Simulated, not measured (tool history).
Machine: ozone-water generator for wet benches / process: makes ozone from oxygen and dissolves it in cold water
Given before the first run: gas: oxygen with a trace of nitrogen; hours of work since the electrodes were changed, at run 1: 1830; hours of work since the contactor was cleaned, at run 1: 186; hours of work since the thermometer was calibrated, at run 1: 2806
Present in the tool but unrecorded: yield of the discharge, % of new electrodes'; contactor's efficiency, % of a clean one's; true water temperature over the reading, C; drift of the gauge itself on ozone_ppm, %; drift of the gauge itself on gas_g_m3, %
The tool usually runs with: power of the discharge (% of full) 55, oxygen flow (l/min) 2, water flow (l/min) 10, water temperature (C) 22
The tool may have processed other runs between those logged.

| run | hour | power of the discharge (% of full) | oxygen flow (l/min) | water flow (l/min) | water temperature (C) | hours of work since the electrodes were changed | hours of work since the contactor was cleaned | hours of work since the thermometer was calibrated | dissolved ozone (ppm) | ozone in the gas ahead of the water (g/m3) |
|---|---|---|---|---|---|---|---|---|---|---|
| 1 | 0 | 55 | 2 | 10 | 22 | 1830 | 186 | 2806 | 17.6 | 191.7 |
| 2 | 124.1 | 55 | 2 | 10 | 22 | 1907 | 264 | 2883 | 17.5 | 191.8 |
| 3 | 222.1 | 55 | 2 | 10 | 22 | 1968 | 325 | 2944 | 17.5 | 189.6 |
| 4 | 334 | 55 | 2 | 7 | 22 | 2038 | 395 | 3014 | 23.4 | 190.6 |
| 5 | 396.1 | 55 | 2 | 10 | 22 | 2077 | 433 | 3053 | 17.5 | 189.8 |
| 6 | 464.6 | 55 | 2 | 10 | 22 | 2120 | 476 | 3096 | 17.4 | 189.3 |
| 7 | 541.6 | 55 | 2 | 10 | 22 | 2168 | 524 | 3144 | 17.5 | 188.3 |
| 8 | 603 | 55 | 2 | 10 | 22 | 2206 | 562 | 3182 | 17.4 | 188.4 |
| 9 | 709.5 | 55 | 2.18 | 10 | 22 | 2272 | 629 | 3248 | 17.6 | 183.6 |
| 10 | 781 | 55 | 2.18 | 10 | 22 | 2317 | 673 | 3293 | 17.5 | 182 |
| 11 | 858.2 | 44 | 2 | 10 | 22 | 2365 | 721 | 3341 | 14.8 | 162.9 |
| 12 | 985.7 | 55 | 2.43 | 10 | 22 | 2444 | 801 | 3420 | 17.9 | 175.8 |
|  | 1000.1 | contactor cleaned |
| 13 | 1055.1 | 55 | 2.43 | 10 | 22 | 2485 | 34 | 3461 | 17.8 | 174.4 |
| 14 | 1119.3 | 55 | 2.43 | 10 | 22 | 2525 | 74 | 3501 | 17.8 | 173.8 |
|  | 1125.9 | water thermometer calibrated |
| 15 | 1244 | 55 | 2 | 10 | 22 | 2603 | 152 | 74 | 17.4 | 189.9 |
| 16 | 1332 | 56 | 2 | 10 | 22 | 2657 | 207 | 128 | 17.3 | 191.2 |
| 17 | 1403.1 | 55 | 1.56 | 8 | 22 | 2702 | 251 | 173 | 19.9 | 208.4 |
| 18 | 1529 | 67 | 2.86 | 15 | 28 | 2780 | 329 | 251 | 13.2 | 186.1 |
| 19 | 1606.8 | 48 | 1.38 | 15 | 20 | 2829 | 378 | 300 | 9.2 | 197.8 |
|  | 1630.6 | contactor cleaned, once more |
| 20 | 1739.1 | 63 | 1.56 | 8 | 29 | 2909 | 68 | 380 | 20.1 | 227.6 |
| 21 | 1809.1 | 55 | 2 | 15 | 22 | 2952 | 111 | 423 | 11.6 | 187.6 |
| 22 | 1889.1 | 55 | 2 | 10 | 17 | 3002 | 161 | 473 | 18.5 | 189.4 |
| 23 | 1968.4 | 90 | 1.9 | 8 | 19 | 3052 | 211 | 523 | 30.4 | 266.8 |
| 24 | 2051.7 | 90 | 1.9 | 8 | 19 | 3103 | 262 | 575 | 30.4 | 265.8 |
| 25 | 2136.4 | 90 | 1.9 | 8 | 19 | 3156 | 315 | 627 | 30.2 | 266.2 |
| 26 | 2215.2 | 61 | 2 | 16 | 22 | 3205 | 364 | 676 | 11.6 | 201.6 |
| 27 | 2329.8 | 43 | 1.46 | 10 | 16 | 3277 | 436 | 748 | 14.5 | 178 |
| 28 | 2410.6 | 55 | 1.46 | 10 | 28 | 3327 | 486 | 798 | 14.9 | 210.8 |
| 29 | 2531.7 | 55 | 1.46 | 10 | 28 | 3403 | 562 | 874 | 15 | 210.9 |
| 30 | 2634.2 | 55 | 1.46 | 10 | 28 | 3467 | 626 | 938 | 14.9 | 210.1 |
| 31 | 2713.1 | 55 | 1.46 | 10 | 28 | 3516 | 675 | 987 | 14.7 | 212.6 |
| 32 | 2832.1 | 55 | 1.46 | 10 | 28 | 3590 | 749 | 1061 | 14.8 | 211.1 |

What differs in the tool's unlogged condition from the final listed run ahead of each entry between runs to the first listed run following it?
Logged between run 12 and run 13: contactor cleaned (hour 1000.1)
  yield of the discharge, % of new electrodes': 96.7 -> 96.6; contactor's efficiency, % of a clean one's: 97.5 -> 96.4; true water temperature over the reading, C: 0.33 -> 0.34
  what was measured, less what the result would be without the hidden state, dissolved ozone (ppm): -0.8 -> -0.9; ozone in the gas ahead of the water (g/m3): -5.1 -> -5.1
Logged between run 14 and run 15: water thermometer calibrated (hour 1125.9)
  yield of the discharge, % of new electrodes': 96.6 -> 96.5; contactor's efficiency, % of a clean one's: 96.3 -> 96.1; true water temperature over the reading, C: 0.34 -> -0.07
  what was measured, less what the result would be without the hidden state, dissolved ozone (ppm): -0.9 -> -0.8; ozone in the gas ahead of the water (g/m3): -5.2 -> -5.7
Logged between run 19 and run 20: contactor cleaned, once more (hour 1630.6)
  yield of the discharge, % of new electrodes': 96.2 -> 96.1; contactor's efficiency, % of a clean one's: 95.5 -> 98.9; true water temperature over the reading, C: -0.05 -> -0.04
  what was measured, less what the result would be without the hidden state, dissolved ozone (ppm): -0.5 -> -0.8; ozone in the gas ahead of the water (g/m3): -5.8 -> -8.5
